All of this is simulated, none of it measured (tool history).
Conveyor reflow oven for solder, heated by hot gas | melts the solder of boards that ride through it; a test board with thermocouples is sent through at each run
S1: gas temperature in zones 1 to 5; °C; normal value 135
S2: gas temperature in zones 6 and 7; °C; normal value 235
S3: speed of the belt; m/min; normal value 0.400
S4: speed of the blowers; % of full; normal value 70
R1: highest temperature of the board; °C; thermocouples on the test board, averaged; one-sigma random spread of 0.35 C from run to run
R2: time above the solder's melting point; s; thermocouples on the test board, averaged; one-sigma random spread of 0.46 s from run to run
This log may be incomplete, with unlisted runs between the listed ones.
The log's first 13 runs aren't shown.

run   hour   S1   S2     S3  S4     R1    R2
 14  143.7  124  235  0.400  70  218.9  64.3
 15  157.6  124  235  0.400  70  218.3  63.9
     170.2  -- flux residue cleaned out of gas plates and filters
 16  170.9  138  232  0.400  70  219.3  71.1
 17  182.5  148  243  0.400  70  230.7  82.4
 18  195.5  135  235  0.400  88  224.7  73.7
     200.2  -- belt drive overhauled, speed set with a stopwatch
 19  206.1  135  235  0.400  88  224.8  73.4
 20  218.2  135  235  0.404  68  220.9  69.2
 21  228.3  135  235  0.404  68  220.2  69.0
 22  235.0  147  243  0.445  56  223.5  69.2
 23  241.4  147  243  0.445  56  223.8  67.5
 24  250.7  147  243  0.445  56  223.8  68.6
     263.4  -- belt drive overhauled, speed set with a stopwatch, once more
 25  266.5  147  243  0.445  56  222.9  68.1
 26  274.5  147  243  0.445  56  224.0  67.3
 27  283.9  142  228  0.367  55  215.3  73.1
 28  296.9  142  228  0.367  55  215.4  73.8
 29  311.4  133  235  0.327  59  224.8  89.4
 30  324.1  135  226  0.400  71  212.9  62.9

Alternative continuations, all from the tool just after run 30; predict every row:
  A  331.1  132  235  0.400  70   ?   ?
  B  331.1  121  236  0.400  89   ?   ?
  C  331.1  135  226  0.451  63   ?   ?
  D  331.1  126  235  0.400  70   ?   ?

run     R1    R2
  A  220.4  68.2
  B  224.4  68.3
  C  207.7  48.5
  D  219.8  65.8
With no hidden state in the tool, these same runs would have given:
run     R1    R2
  A  219.7  67.8
  B  223.7  68.1
  C  207.0  48.1
  D  219.2  65.4

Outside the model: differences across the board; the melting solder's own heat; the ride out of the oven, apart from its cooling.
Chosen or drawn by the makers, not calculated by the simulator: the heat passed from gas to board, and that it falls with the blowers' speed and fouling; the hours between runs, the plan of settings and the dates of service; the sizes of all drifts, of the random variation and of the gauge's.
